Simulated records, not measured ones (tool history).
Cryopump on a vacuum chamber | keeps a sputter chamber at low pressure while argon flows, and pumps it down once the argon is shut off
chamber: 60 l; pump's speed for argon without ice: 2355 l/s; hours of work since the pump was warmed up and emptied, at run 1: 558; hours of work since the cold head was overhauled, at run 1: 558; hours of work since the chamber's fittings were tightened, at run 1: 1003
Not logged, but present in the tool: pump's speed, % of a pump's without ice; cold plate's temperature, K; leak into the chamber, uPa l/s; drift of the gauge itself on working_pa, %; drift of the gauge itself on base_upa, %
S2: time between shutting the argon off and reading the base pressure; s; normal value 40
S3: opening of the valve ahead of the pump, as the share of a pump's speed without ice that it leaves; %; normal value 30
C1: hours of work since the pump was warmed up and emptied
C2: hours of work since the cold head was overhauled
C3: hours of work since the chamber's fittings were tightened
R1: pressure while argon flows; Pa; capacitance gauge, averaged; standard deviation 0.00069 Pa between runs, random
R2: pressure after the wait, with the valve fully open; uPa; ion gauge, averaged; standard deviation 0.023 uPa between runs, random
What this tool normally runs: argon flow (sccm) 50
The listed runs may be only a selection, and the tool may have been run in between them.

Run 1, hour 0.0: usual settings; C1 558; C2 558; C3 1003. Result: R1 0.1244 Pa, R2 1.25 uPa.
Run 2, hour 17.6: usual settings; C1 573; C2 573; C3 1019. Result: R1 0.1238 Pa, R2 1.25 uPa.
Run 3, hour 38.3: usual settings; C1 592; C2 592; C3 1037. Result: R1 0.1258 Pa, R2 1.21 uPa.
Run 4, hour 57.4: usual settings but argon flow (sccm) 41; C1 609; C2 609; C3 1054. Result: R1 0.1035 Pa, R2 1.23 uPa.
Run 5, hour 75.9: usual settings but argon flow (sccm) 41; C1 625; C2 625; C3 1071. Result: R1 0.1037 Pa, R2 1.23 uPa.
Run 6, hour 95.3: usual settings but argon flow (sccm) 41; C1 642; C2 642; C3 1088. Result: R1 0.1030 Pa, R2 1.30 uPa.
Run 7, hour 123.4: usual settings; C1 667; C2 667; C3 1113. Result: R1 0.1271 Pa, R2 1.24 uPa.
Run 8, hour 140.9: usual settings; C1 683; C2 683; C3 1129. Result: R1 0.1264 Pa, R2 1.32 uPa.
Run 9, hour 166.9: usual settings; C1 706; C2 706; C3 1152. Result: R1 0.1282 Pa, R2 1.28 uPa.
Run 10, hour 190.7: usual settings but argon flow (sccm) 31, S2 49 s, S3 32 %; C1 727; C2 727; C3 1173. Result: R1 0.0745 Pa, R2 1.22 uPa.
Run 11, hour 206.4: usual settings but argon flow (sccm) 31, S2 49 s, S3 32 %; C1 741; C2 741; C3 1187. Result: R1 0.0741 Pa, R2 1.27 uPa.

Forecast run 12:
Run 12, hour 233.7: usual settings but argon flow (sccm) 31, S2 49 s, S3 32 %; C1 766; C2 766; C3 1211. Result: R1 ?, R2 ?.

R1: 0.0743 Pa
R2: 1.25 uPa
With no hidden state in the tool, this same run would have given R1 0.0694 Pa, R2 0.58 uPa.
